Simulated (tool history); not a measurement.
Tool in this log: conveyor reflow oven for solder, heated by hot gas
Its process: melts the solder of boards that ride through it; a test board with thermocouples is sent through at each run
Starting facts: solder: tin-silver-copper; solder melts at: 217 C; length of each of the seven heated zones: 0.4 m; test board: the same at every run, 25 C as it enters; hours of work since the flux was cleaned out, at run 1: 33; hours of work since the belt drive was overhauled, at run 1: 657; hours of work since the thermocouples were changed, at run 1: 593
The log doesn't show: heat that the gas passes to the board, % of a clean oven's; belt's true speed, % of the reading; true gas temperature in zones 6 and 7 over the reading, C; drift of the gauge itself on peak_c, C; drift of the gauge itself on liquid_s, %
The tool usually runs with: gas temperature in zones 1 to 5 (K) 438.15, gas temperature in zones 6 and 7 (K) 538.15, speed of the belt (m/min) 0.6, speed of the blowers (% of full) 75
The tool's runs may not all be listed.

| run | hour | gas temperature in zones 1 to 5 (K) | gas temperature in zones 6 and 7 (K) | speed of the belt (m/min) | speed of the blowers (% of full) | hours of work since the flux was cleaned out | hours of work since the belt drive was overhauled | hours of work since the thermocouples were changed | highest temperature of the board (K) | time above the solder's melting point (s) |
|---|---|---|---|---|---|---|---|---|---|---|
| 1 | 0.0 | 438.15 | 538.15 | 0.6 | 75 | 33 | 657 | 593 | 520.55 | 52.9 |
| 2 | 14.6 | 438.15 | 538.15 | 0.6 | 75 | 40 | 665 | 600 | 520.75 | 53.0 |
| 3 | 28.2 | 438.15 | 538.15 | 0.6 | 75 | 48 | 672 | 608 | 520.95 | 52.5 |
| 4 | 50.5 | 438.15 | 538.15 | 0.6 | 75 | 59 | 684 | 619 | 520.15 | 52.8 |
| 5 | 68.8 | 438.15 | 538.15 | 0.6 | 75 | 69 | 693 | 629 | 520.65 | 52.3 |
| 6 | 98.0 | 438.15 | 538.15 | 0.6 | 75 | 84 | 709 | 644 | 520.65 | 53.2 |
| 7 | 116.0 | 438.15 | 538.15 | 0.6 | 75 | 94 | 718 | 654 | 521.35 | 52.8 |
| 8 | 142.6 | 438.15 | 541.15 | 0.6 | 75 | 107 | 732 | 668 | 522.55 | 55.6 |
| 9 | 163.8 | 438.15 | 538.15 | 0.6 | 75 | 119 | 743 | 679 | 520.35 | 52.0 |

Run 10 has not been measured yet. What should we expect?
| 10 | 179.9 | 438.15 | 538.15 | 0.6 | 75 | 127 | 752 | 687 | ? | ? |

{"run 10": {"highest temperature of the board (K)": 519.75, "time above the solder's melting point (s)": 52.3}}
Had the tool carried no hidden state, the very same run would have given highest temperature of the board (K) 518.95, time above the solder's melting point (s) 51.1.
